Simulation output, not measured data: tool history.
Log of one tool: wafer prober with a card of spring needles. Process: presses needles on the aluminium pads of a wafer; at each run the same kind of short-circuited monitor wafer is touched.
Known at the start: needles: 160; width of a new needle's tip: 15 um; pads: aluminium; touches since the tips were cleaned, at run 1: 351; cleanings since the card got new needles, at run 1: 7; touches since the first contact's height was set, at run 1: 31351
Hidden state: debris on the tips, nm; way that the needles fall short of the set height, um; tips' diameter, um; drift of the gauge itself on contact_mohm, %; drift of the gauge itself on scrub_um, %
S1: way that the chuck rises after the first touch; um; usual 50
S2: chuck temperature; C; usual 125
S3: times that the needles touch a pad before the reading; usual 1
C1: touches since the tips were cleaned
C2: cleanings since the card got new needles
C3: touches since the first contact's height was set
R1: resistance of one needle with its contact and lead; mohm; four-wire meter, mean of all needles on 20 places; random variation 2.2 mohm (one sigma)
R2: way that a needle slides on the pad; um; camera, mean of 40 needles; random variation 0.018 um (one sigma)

run 1 hour=0 | S1=50 S2=125 S3=1 | C1=351 C2=7 C3=31351 | R1=260 R2=6.85
run 2 hour=7.9 | S1=50 S2=125 S3=1 | C1=2275 C2=7 C3=33275 | R1=299 R2=6.85
-- hour=14.3 tips cleaned on abrasive film
run 3 hour=21.8 | S1=50 S2=125 S3=1 | C1=1839 C2=8 C3=36652 | R1=335 R2=6.84
-- hour=29.3 tips cleaned on abrasive film
run 4 hour=29.3 | S1=50 S2=125 S3=1 | C1=0 C2=9 C3=38469 | R1=249 R2=6.8
run 5 hour=40.6 | S1=50 S2=125 S3=1 | C1=2755 C2=9 C3=41224 | R1=309 R2=6.79
-- hour=42.6 tips cleaned on abrasive film, once more
run 6 hour=50.6 | S1=53 S2=125 S3=1 | C1=1968 C2=10 C3=43659 | R1=295 R2=7.24
-- hour=57.7 tips cleaned on abrasive film
run 7 hour=64.5 | S1=53 S2=125 S3=1 | C1=1652 C2=11 C3=47012 | R1=289 R2=7.21
-- hour=73 tips cleaned on abrasive film
run 8 hour=73 | S1=53 S2=125 S3=2 | C1=0 C2=12 C3=49079 | R1=243 R2=7.23
run 9 hour=82.5 | S1=43 S2=27 S3=1 | C1=2310 C2=12 C3=51389 | R1=319 R2=5.88
-- hour=88.1 tips cleaned on abrasive film
run 10 hour=92.2 | S1=54 S2=107 S3=3 | C1=999 C2=13 C3=53754 | R1=246 R2=7.34
run 11 hour=98.1 | S1=54 S2=107 S3=3 | C1=2437 C2=13 C3=55192 | R1=254 R2=7.34
-- hour=103.2 tips cleaned on abrasive film
run 12 hour=108.3 | S1=42 S2=125 S3=1 | C1=1249 C2=14 C3=57650 | R1=306 R2=5.7

4 ways to go on from here, each from the tool as it stands after run 12. What would each give?
-- hour=118.6 tips cleaned on abrasive film
run A hour=121.9 | S1=42 S2=125 S3=1 | C1=811 C2=15 C3=60959 | R1=? R2=?
-- hour=118.6 tips cleaned on abrasive film
run B hour=121.9 | S1=38 S2=96 S3=2 | C1=811 C2=15 C3=60959 | R1=? R2=?
-- hour=118.6 tips cleaned on abrasive film
run C hour=121.9 | S1=51 S2=102 S3=2 | C1=811 C2=15 C3=60959 | R1=? R2=?
-- hour=118.6 tips cleaned on abrasive film
run D hour=121.9 | S1=42 S2=125 S3=2 | C1=811 C2=15 C3=60959 | R1=? R2=?

run=A R1=288 R2=5.69
run=B R1=277 R2=5.12
run=C R1=253 R2=6.91
run=D R1=271 R2=5.67
Without the tool's hidden state the same runs would have given:
run=A R1=246 R2=5.79
run=B R1=245 R2=5.22
run=C R1=235 R2=7
run=D R1=245 R2=5.77
